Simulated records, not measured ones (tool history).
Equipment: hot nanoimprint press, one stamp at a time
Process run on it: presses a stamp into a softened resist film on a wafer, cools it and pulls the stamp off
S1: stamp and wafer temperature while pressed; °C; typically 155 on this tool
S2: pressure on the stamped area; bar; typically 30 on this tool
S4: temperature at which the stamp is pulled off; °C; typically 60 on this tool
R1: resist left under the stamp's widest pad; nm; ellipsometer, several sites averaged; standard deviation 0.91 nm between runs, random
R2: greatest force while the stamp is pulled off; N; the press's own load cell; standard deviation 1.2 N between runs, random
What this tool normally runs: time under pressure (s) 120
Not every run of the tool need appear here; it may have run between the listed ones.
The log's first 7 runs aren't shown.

Run 8, hour 49.4: usual settings. Result: R1 388.2 nm, R2 178 N.
Run 9, hour 55.2: usual settings. Result: R1 390.2 nm, R2 177 N.
Run 10, hour 61.7: usual settings but S1 146 °C. Result: R1 518.1 nm, R2 180 N.
Run 11, hour 71.7: usual settings but S1 146 °C. Result: R1 518.4 nm, R2 179 N.
Run 12, hour 77.8: usual settings. Result: R1 388.7 nm, R2 178 N.
Run 13, hour 86.2: usual settings. Result: R1 387 nm, R2 179 N.
Run 14, hour 91.3: usual settings. Result: R1 386.4 nm, R2 181 N.
Run 15, hour 97.4: usual settings but time under pressure (s) 182. Result: R1 340.6 nm, R2 182 N.
Run 16, hour 106.1: usual settings but S1 161 °C, time under pressure (s) 126. Result: R1 308.6 nm, R2 182 N.
Run 17, hour 111.7: usual settings but S2 25.3 bar, time under pressure (s) 232, S4 55 °C. Result: R1 343.6 nm, R2 198 N.
Run 18, hour 118.2: usual settings but S2 25.3 bar, time under pressure (s) 232, S4 55 °C. Result: R1 342.8 nm, R2 197 N.
Run 19, hour 123.2: usual settings but S2 25.3 bar, time under pressure (s) 232, S4 55 °C. Result: R1 342.7 nm, R2 195 N.
Run 20, hour 130.7: usual settings but S2 25.3 bar, time under pressure (s) 117, S4 58 °C. Result: R1 420.8 nm, R2 189 N.
Run 21, hour 141: usual settings but S2 25.3 bar, time under pressure (s) 117, S4 58 °C. Result: R1 420.6 nm, R2 191 N.
Run 22, hour 145.5: usual settings but S1 144 °C, S4 61 °C. Result: R1 542.5 nm, R2 186 N.
Run 23, hour 150.6: usual settings but S1 144 °C, S2 28.9 bar, time under pressure (s) 121, S4 50 °C. Result: R1 546.9 nm, R2 214 N.
Run 24, hour 159: usual settings but S2 26.1 bar, time under pressure (s) 102. Result: R1 432.2 nm, R2 185 N.
Run 25, hour 165.3: usual settings but S4 46 °C. Result: R1 384.4 nm, R2 224 N.
Run 26, hour 173.1: usual settings but S1 165 °C, S2 25.5 bar, time under pressure (s) 171, S4 62 °C. Result: R1 262.7 nm, R2 183 N.
Run 27, hour 177.9: usual settings but S1 165 °C, S2 25.5 bar, time under pressure (s) 171, S4 62 °C. Result: R1 261.1 nm, R2 182 N.
Run 28, hour 187.8: usual settings but S1 166 °C, time under pressure (s) 163, S4 61 °C. Result: R1 233.4 nm, R2 188 N.
Run 29, hour 193.2: usual settings but S2 43.1 bar. Result: R1 319.4 nm, R2 190 N.
At hour 206.6: stamp cleaned and given a new release coat.
Run 30, hour 207.1: usual settings but S2 43.1 bar. Result: R1 319.3 nm, R2 161 N.

Below are 3 alternative next runs, each starting from the tool's condition after run 30. Predict each:
Run A, hour 213.2: usual settings but S2 19.4 bar, time under pressure (s) 140. Result: R1 ?, R2 ?.
Run B, hour 213.2: usual settings but S1 150 °C, S2 43.1 bar. Result: R1 ?, R2 ?.
Run C, hour 213.2: usual settings but S2 28.5 bar, time under pressure (s) 178, S4 65 °C. Result: R1 ?, R2 ?.

run     R1   R2
  A  447.8  162
  B  386.3  163
  C  348.7  153
Stripped of hidden state, with their random variation kept, the same runs would have yielded:
run     R1   R2
  A  460.1  164
  B    399  165
  C  360.3  154

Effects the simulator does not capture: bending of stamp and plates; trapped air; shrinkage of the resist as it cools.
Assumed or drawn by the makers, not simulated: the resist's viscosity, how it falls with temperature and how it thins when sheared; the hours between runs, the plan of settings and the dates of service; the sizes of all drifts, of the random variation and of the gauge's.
